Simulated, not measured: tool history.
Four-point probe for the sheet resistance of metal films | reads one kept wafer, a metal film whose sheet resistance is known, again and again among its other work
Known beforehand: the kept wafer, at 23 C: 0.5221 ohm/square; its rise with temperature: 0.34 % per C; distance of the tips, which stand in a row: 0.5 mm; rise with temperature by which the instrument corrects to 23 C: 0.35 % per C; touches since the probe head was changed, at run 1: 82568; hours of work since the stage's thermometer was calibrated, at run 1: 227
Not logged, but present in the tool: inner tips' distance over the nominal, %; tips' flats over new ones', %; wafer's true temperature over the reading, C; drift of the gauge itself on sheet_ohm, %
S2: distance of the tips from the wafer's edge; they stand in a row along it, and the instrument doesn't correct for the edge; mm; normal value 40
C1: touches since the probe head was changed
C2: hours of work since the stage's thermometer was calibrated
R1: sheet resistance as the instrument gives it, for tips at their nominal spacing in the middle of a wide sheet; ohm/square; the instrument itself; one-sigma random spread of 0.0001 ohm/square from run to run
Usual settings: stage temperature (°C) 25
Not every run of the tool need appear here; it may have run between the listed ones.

{"run": 1, "day": 0.0, "stage temperature (°C)": 25, "S2": 40, "C1": 82568, "C2": 227, "R1": 0.522223}
{"run": 2, "day": 2.229, "stage temperature (°C)": 25, "S2": 40, "C1": 83949, "C2": 253, "R1": 0.522238}
{"run": 3, "day": 6.958, "stage temperature (°C)": 25, "S2": 40, "C1": 86878, "C2": 309, "R1": 0.522147}
{"run": 4, "day": 9.742, "stage temperature (°C)": 25, "S2": 40, "C1": 88601, "C2": 341, "R1": 0.521919}
{"run": 5, "day": 12.329, "stage temperature (°C)": 25, "S2": 3, "C1": 90204, "C2": 372, "R1": 0.529671}
{"run": 6, "day": 17.133, "stage temperature (°C)": 25, "S2": 3, "C1": 93181, "C2": 429, "R1": 0.529748}
{"run": 7, "day": 19.121, "stage temperature (°C)": 25, "S2": 52, "C1": 94410, "C2": 452, "R1": 0.522234}
{"run": 8, "day": 22.988, "stage temperature (°C)": 25, "S2": 52, "C1": 96807, "C2": 497, "R1": 0.521792}
{"run": 9, "day": 25.575, "stage temperature (°C)": 25, "S2": 40, "C1": 98408, "C2": 528, "R1": 0.522126}
{"run": 10, "day": 30.404, "stage temperature (°C)": 25, "S2": 40, "C1": 101400, "C2": 585, "R1": 0.521955}
{"run": 11, "day": 32.583, "stage temperature (°C)": 19, "S2": 40, "C1": 102749, "C2": 610, "R1": 0.522332}
{"run": 12, "day": 34.8, "stage temperature (°C)": 25, "S2": 40, "C1": 104121, "C2": 637, "R1": 0.522138}
{"run": 13, "day": 37.183, "stage temperature (°C)": 31, "S2": 4, "C1": 105599, "C2": 665, "R1": 0.526156}
{"run": 14, "day": 40.367, "stage temperature (°C)": 19, "S2": 9, "C1": 107569, "C2": 702, "R1": 0.523293}
{"run": 15, "day": 42.992, "stage temperature (°C)": 19, "S2": 9, "C1": 109197, "C2": 733, "R1": 0.523246}
{"run": 16, "day": 45.304, "stage temperature (°C)": 19, "S2": 9, "C1": 110627, "C2": 760, "R1": 0.522976}
{"run": 17, "day": 48.438, "stage temperature (°C)": 23, "S2": 4, "C1": 112570, "C2": 797, "R1": 0.526452}
{"run": 18, "day": 51.596, "stage temperature (°C)": 23, "S2": 4, "C1": 114525, "C2": 834, "R1": 0.52649}
{"day": 55.075, "done": "new probe head fitted"}
{"run": 19, "day": 55.196, "stage temperature (°C)": 33, "S2": 11, "C1": 73, "C2": 876, "R1": 0.522298}
{"run": 20, "day": 58.079, "stage temperature (°C)": 33, "S2": 8, "C1": 1860, "C2": 910, "R1": 0.522833}

Predict the results of run 21:
{"run": 21, "day": 62.983, "stage temperature (°C)": 19, "S2": 8, "C1": 4898, "C2": 968, "R1": "?"}

Run 21 measured R1 0.523321 ohm/square.
If the tool had no hidden condition, the same run with the same run-to-run variation would have returned R1 0.523312 ohm/square.
